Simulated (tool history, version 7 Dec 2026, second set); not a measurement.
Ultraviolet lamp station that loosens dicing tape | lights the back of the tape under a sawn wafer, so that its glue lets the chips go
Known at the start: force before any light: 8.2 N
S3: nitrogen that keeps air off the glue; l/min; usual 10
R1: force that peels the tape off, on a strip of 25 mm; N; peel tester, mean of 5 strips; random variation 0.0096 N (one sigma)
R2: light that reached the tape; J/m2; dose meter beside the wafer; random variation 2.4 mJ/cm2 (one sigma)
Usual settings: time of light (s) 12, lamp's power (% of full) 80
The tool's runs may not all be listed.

{"run": 1, "hour": 0.0, "time of light (s)": 12, "lamp's power (% of full)": 80, "S3": 10, "R1": 0.465, "R2": 2450}
{"run": 2, "hour": 12.2, "time of light (s)": 12, "lamp's power (% of full)": 80, "S3": 10, "R1": 0.488, "R2": 2430}
{"run": 3, "hour": 27.0, "time of light (s)": 12, "lamp's power (% of full)": 85, "S3": 10, "R1": 0.436, "R2": 2580}
{"run": 4, "hour": 38.2, "time of light (s)": 12, "lamp's power (% of full)": 85, "S3": 10, "R1": 0.435, "R2": 2570}
{"run": 5, "hour": 52.8, "time of light (s)": 12, "lamp's power (% of full)": 85, "S3": 10, "R1": 0.433, "R2": 2530}
{"run": 6, "hour": 63.6, "time of light (s)": 12, "lamp's power (% of full)": 85, "S3": 10, "R1": 0.451, "R2": 2530}
{"run": 7, "hour": 77.3, "time of light (s)": 11, "lamp's power (% of full)": 80, "S3": 10, "R1": 0.634, "R2": 2190}
{"run": 8, "hour": 86.0, "time of light (s)": 11, "lamp's power (% of full)": 80, "S3": 10, "R1": 0.613, "R2": 2150}
{"run": 9, "hour": 95.7, "time of light (s)": 11, "lamp's power (% of full)": 80, "S3": 10, "R1": 0.633, "R2": 2140}
{"run": 10, "hour": 108.6, "time of light (s)": 11, "lamp's power (% of full)": 80, "S3": 10, "R1": 0.642, "R2": 2130}
{"run": 11, "hour": 117.1, "time of light (s)": 11, "lamp's power (% of full)": 80, "S3": 10, "R1": 0.679, "R2": 2110}
{"run": 12, "hour": 131.4, "time of light (s)": 12, "lamp's power (% of full)": 80, "S3": 10, "R1": 0.543, "R2": 2270}
{"run": 13, "hour": 138.2, "time of light (s)": 12, "lamp's power (% of full)": 80, "S3": 10, "R1": 0.574, "R2": 2290}
{"run": 14, "hour": 152.8, "time of light (s)": 12, "lamp's power (% of full)": 62, "S3": 10, "R1": 0.933, "R2": 1750}
{"run": 15, "hour": 167.9, "time of light (s)": 12, "lamp's power (% of full)": 62, "S3": 10, "R1": 0.961, "R2": 1740}
{"run": 16, "hour": 183.6, "time of light (s)": 12, "lamp's power (% of full)": 80, "S3": 10, "R1": 0.578, "R2": 2220}
{"run": 17, "hour": 190.4, "time of light (s)": 12, "lamp's power (% of full)": 80, "S3": 10, "R1": 0.608, "R2": 2170}
{"run": 18, "hour": 198.3, "time of light (s)": 12, "lamp's power (% of full)": 80, "S3": 10, "R1": 0.597, "R2": 2200}
{"run": 19, "hour": 205.8, "time of light (s)": 12, "lamp's power (% of full)": 80, "S3": 10, "R1": 0.611, "R2": 2220}
{"run": 20, "hour": 215.9, "time of light (s)": 17, "lamp's power (% of full)": 80, "S3": 10, "R1": 0.313, "R2": 3080}
{"run": 21, "hour": 225.4, "time of light (s)": 17, "lamp's power (% of full)": 80, "S3": 10, "R1": 0.299, "R2": 3050}
{"run": 22, "hour": 239.0, "time of light (s)": 17, "lamp's power (% of full)": 80, "S3": 10, "R1": 0.297, "R2": 2990}
{"run": 23, "hour": 253.0, "time of light (s)": 10, "lamp's power (% of full)": 77, "S3": 10, "R1": 1.027, "R2": 1680}
{"run": 24, "hour": 266.3, "time of light (s)": 14, "lamp's power (% of full)": 71, "S3": 10, "R1": 0.607, "R2": 2180}
{"run": 25, "hour": 278.7, "time of light (s)": 11, "lamp's power (% of full)": 81, "S3": 15, "R1": 0.588, "R2": 1920}
{"hour": 287.5, "done": "window cleaned of glue's vapour"}
{"run": 26, "hour": 294.5, "time of light (s)": 11, "lamp's power (% of full)": 81, "S3": 15, "R1": 0.444, "R2": 2190}
{"run": 27, "hour": 301.1, "time of light (s)": 12, "lamp's power (% of full)": 80, "S3": 14, "R1": 0.42, "R2": 2330}
{"run": 28, "hour": 309.3, "time of light (s)": 12, "lamp's power (% of full)": 80, "S3": 4, "R1": 1.075, "R2": 2310}
{"run": 29, "hour": 322.4, "time of light (s)": 16, "lamp's power (% of full)": 80, "S3": 6, "R1": 0.432, "R2": 3150}
{"run": 30, "hour": 336.1, "time of light (s)": 16, "lamp's power (% of full)": 80, "S3": 10, "R1": 0.294, "R2": 3070}
{"run": 31, "hour": 343.7, "time of light (s)": 9, "lamp's power (% of full)": 84, "S3": 11, "R1": 0.827, "R2": 1830}
{"run": 32, "hour": 352.4, "time of light (s)": 11, "lamp's power (% of full)": 80, "S3": 6, "R1": 0.972, "R2": 2070}
{"run": 33, "hour": 366.0, "time of light (s)": 7, "lamp's power (% of full)": 80, "S3": 5, "R1": 2.202, "R2": 1330}
{"run": 34, "hour": 374.9, "time of light (s)": 7, "lamp's power (% of full)": 80, "S3": 5, "R1": 2.253, "R2": 1310}
{"run": 35, "hour": 382.5, "time of light (s)": 7, "lamp's power (% of full)": 80, "S3": 5, "R1": 2.276, "R2": 1300}
{"run": 36, "hour": 395.0, "time of light (s)": 7, "lamp's power (% of full)": 80, "S3": 5, "R1": 2.294, "R2": 1260}
{"run": 37, "hour": 406.1, "time of light (s)": 18, "lamp's power (% of full)": 80, "S3": 15, "R1": 0.21, "R2": 3330}
{"run": 38, "hour": 413.0, "time of light (s)": 14, "lamp's power (% of full)": 82, "S3": 11, "R1": 0.378, "R2": 2670}
{"run": 39, "hour": 427.9, "time of light (s)": 14, "lamp's power (% of full)": 82, "S3": 11, "R1": 0.399, "R2": 2580}
{"run": 40, "hour": 442.9, "time of light (s)": 14, "lamp's power (% of full)": 71, "S3": 17, "R1": 0.393, "R2": 2230}
{"run": 41, "hour": 454.6, "time of light (s)": 12, "lamp's power (% of full)": 67, "S3": 18, "R1": 0.61, "R2": 1800}
{"run": 42, "hour": 464.5, "time of light (s)": 9, "lamp's power (% of full)": 60, "S3": 4, "R1": 2.808, "R2": 1180}

Forecast run 43:
{"run": 43, "hour": 475.5, "time of light (s)": 17, "lamp's power (% of full)": 85, "S3": 7, "R1": "?", "R2": "?"}

R1: 0.358 N
R2: 3150 J/m2
Without the tool's hidden state the same run would have given R1 0.245 N, R2 3900 J/m2.
